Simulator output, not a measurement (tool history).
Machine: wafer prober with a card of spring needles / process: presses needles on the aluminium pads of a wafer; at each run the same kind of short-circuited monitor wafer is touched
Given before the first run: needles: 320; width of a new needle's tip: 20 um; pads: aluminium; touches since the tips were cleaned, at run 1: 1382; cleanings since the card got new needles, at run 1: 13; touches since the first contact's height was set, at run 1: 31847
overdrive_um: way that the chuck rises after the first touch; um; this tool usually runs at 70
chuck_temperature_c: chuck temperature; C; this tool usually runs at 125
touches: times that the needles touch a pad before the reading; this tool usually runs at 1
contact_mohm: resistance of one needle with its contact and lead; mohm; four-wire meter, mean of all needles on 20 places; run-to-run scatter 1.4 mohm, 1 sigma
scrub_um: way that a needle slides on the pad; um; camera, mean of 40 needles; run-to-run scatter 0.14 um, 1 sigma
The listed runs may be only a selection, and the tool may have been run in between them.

run   hour  overdrive_um  chuck_temperature_c  touches  touches since the tips were cleaned  cleanings since the card got new needles  touches since the first contact's height was set  contact_mohm  scrub_um
  1    0.0            70                  125        1                                 1382                                        13                                             31847           130     18.68
       2.3  -- tips cleaned on abrasive film
       8.3  -- tips cleaned on abrasive film
      14.4  -- tips cleaned on abrasive film
      20.3  -- tips cleaned on abrasive film
  2   22.1            70                  111        1                                  735                                        17                                             40773           130     18.41
      25.6  -- tips cleaned on abrasive film
      30.6  -- tips cleaned on abrasive film
      36.3  -- tips cleaned on abrasive film
  3   41.0            70                  125        1                                 1933                                        20                                             48461           130     18.44
      42.4  -- tips cleaned on abrasive film
      47.4  -- tips cleaned on abrasive film
      53.5  -- tips cleaned on abrasive film
  4   56.7            70                  125        1                                 1335                                        23                                             54791           128     18.16
      59.3  -- tips cleaned on abrasive film
      65.2  -- tips cleaned on abrasive film
      70.3  -- tips cleaned on abrasive film
      76.3  -- tips cleaned on abrasive film
  5   79.0            70                  125        1                                 1092                                        27                                             63813           131     18.45
      81.6  -- tips cleaned on abrasive film
      87.3  -- tips cleaned on abrasive film
      93.3  -- tips cleaned on abrasive film
      99.2  -- tips cleaned on abrasive film
  6   99.2            70                  125        1                                    0                                        31                                             71955           132     18.34
     105.4  -- tips cleaned on abrasive film
     111.2  -- tips cleaned on abrasive film
  7  113.8            81                  125        1                                 1086                                        33                                             77906           125     21.21
     116.4  -- tips cleaned on abrasive film
     122.1  -- tips cleaned on abrasive film
     128.3  -- tips cleaned on abrasive film
     134.6  -- tips cleaned on abrasive film
  8  136.6            81                  125        1                                  854                                        37                                             87149           127     21.15
     140.4  -- tips cleaned on abrasive film
     146.3  -- tips cleaned on abrasive film
     152.3  -- tips cleaned on abrasive film
  9  153.2            81                  125        1                                  383                                        40                                             93856           127     21.01
     158.3  -- tips cleaned on abrasive film
     163.7  -- tips cleaned on abrasive film
     170.0  -- tips cleaned on abrasive film
 10  174.9            81                  125        1                                 2010                                        43                                            102649           129     21.33
     176.2  -- tips cleaned on abrasive film
     182.2  -- tips cleaned on abrasive film
     188.3  -- tips cleaned on abrasive film
 11  191.1            70                  125        1                                 1143                                        46                                            109191           130     18.59
     193.6  -- tips cleaned on abrasive film
     198.6  -- tips cleaned on abrasive film
     204.8  -- tips cleaned on abrasive film
 12  205.0            86                  125        1                                   54                                        49                                            114802           127     22.74
     210.9  -- tips cleaned on abrasive film
     216.9  -- tips cleaned on abrasive film
 13  220.3            86                  125        1                                 1414                                        51                                            121033           127     22.24
     222.9  -- tips cleaned on abrasive film
     229.1  -- tips cleaned on abrasive film
     235.2  -- tips cleaned on abrasive film
 14  237.9            86                  125        1                                 1114                                        54                                            128155           129     23.06
     240.3  -- tips cleaned on abrasive film
     245.4  -- tips cleaned on abrasive film
     250.4  -- tips cleaned on abrasive film
 15  250.4            86                  125        1                                    0                                        57                                            133198           129     22.61
     255.5  -- tips cleaned on abrasive film
     261.7  -- tips cleaned on abrasive film
 16  262.4            89                  125        2                                  293                                        59                                            138051           128     23.53
     267.4  -- tips cleaned on abrasive film
     273.5  -- tips cleaned on abrasive film
     279.8  -- tips cleaned on abrasive film
 17  281.5            89                  125        2                                  720                                        62                                            145804           127     23.52
     285.7  -- tips cleaned on abrasive film
     292.0  -- tips cleaned on abrasive film
     298.0  -- tips cleaned on abrasive film
     303.0  -- tips cleaned on abrasive film
 18  304.3            52                  106        1                                  528                                        66                                            155027           129     13.44
     308.9  -- tips cleaned on abrasive film
     315.1  -- tips cleaned on abrasive film
 19  317.8            52                  106        1                                 1136                                        68                                            160505           132     13.43
     320.3  -- tips cleaned on abrasive film
     326.3  -- tips cleaned on abrasive film
 20  330.7            52                  106        1                                 1805                                        70                                            165710           133     13.61
     332.0  -- tips cleaned on abrasive film
     338.2  -- tips cleaned on abrasive film
     344.1  -- tips cleaned on abrasive film
     349.9  -- tips cleaned on abrasive film
 21  351.9            88                   60        1                                  845                                        74                                            174302           116     22.95
     355.6  -- tips cleaned on abrasive film
     361.7  -- tips cleaned on abrasive film
     366.7  -- tips cleaned on abrasive film
 22  367.0            88                   60        1                                  114                                        77                                            180394           116     23.23
     372.0  -- tips cleaned on abrasive film
     378.2  -- tips cleaned on abrasive film
 23  378.3            66                   60        1                                   28                                        79                                            184960           122     17.29
     384.0  -- tips cleaned on abrasive film
     390.2  -- tips cleaned on abrasive film
 24  391.2            55                  125        1                                  406                                        81                                            190202           134     14.65
     395.8  -- tips cleaned on abrasive film
     401.6  -- tips cleaned on abrasive film
     407.6  -- tips cleaned on abrasive film
 25  410.5            61                   35        2                                 1191                                        84                                            198027           119     16.17
     413.7  -- tips cleaned on abrasive film
     417.7  -- height of the first contact set anew
     420.1  -- tips cleaned on abrasive film
     426.1  -- tips cleaned on abrasive film
 26  429.3            64                  125        2                                 1331                                        87                                              4699           131     16.53
     431.6  -- tips cleaned on abrasive film
     437.6  -- tips cleaned on abrasive film
     443.4  -- tips cleaned on abrasive film
 27  448.1            64                  125        2                                 1950                                        90                                             12323           131     16.71

Forecast each of these 4 alternatives for the next run:
     449.2  -- tips cleaned on abrasive film
     454.2  -- tips cleaned on abrasive film
     460.3  -- tips cleaned on abrasive film
     466.3  -- tips cleaned on abrasive film
  A  470.9            85                   27        1                                 1881                                        94                                             21535             ?         ?
     449.2  -- tips cleaned on abrasive film
     454.2  -- tips cleaned on abrasive film
     460.3  -- tips cleaned on abrasive film
     466.3  -- tips cleaned on abrasive film
  B  470.9            56                   95        2                                 1881                                        94                                             21535             ?         ?
     449.2  -- tips cleaned on abrasive film
     454.2  -- tips cleaned on abrasive film
     460.3  -- tips cleaned on abrasive film
     466.3  -- tips cleaned on abrasive film
  C  470.9            84                  120        2                                 1881                                        94                                             21535             ?         ?
     449.2  -- tips cleaned on abrasive film
     454.2  -- tips cleaned on abrasive film
     460.3  -- tips cleaned on abrasive film
     466.3  -- tips cleaned on abrasive film
  D  470.9            72                   31        2                                 1881                                        94                                             21535             ?         ?

run  contact_mohm  scrub_um
  A           117     22.35
  B           130     14.61
  C           126     21.90
  D           115     19.11
With no hidden state in the tool, these same runs would have given:
run  contact_mohm  scrub_um
  A           116     22.35
  B           130     14.61
  C           126     21.90
  D           115     19.11
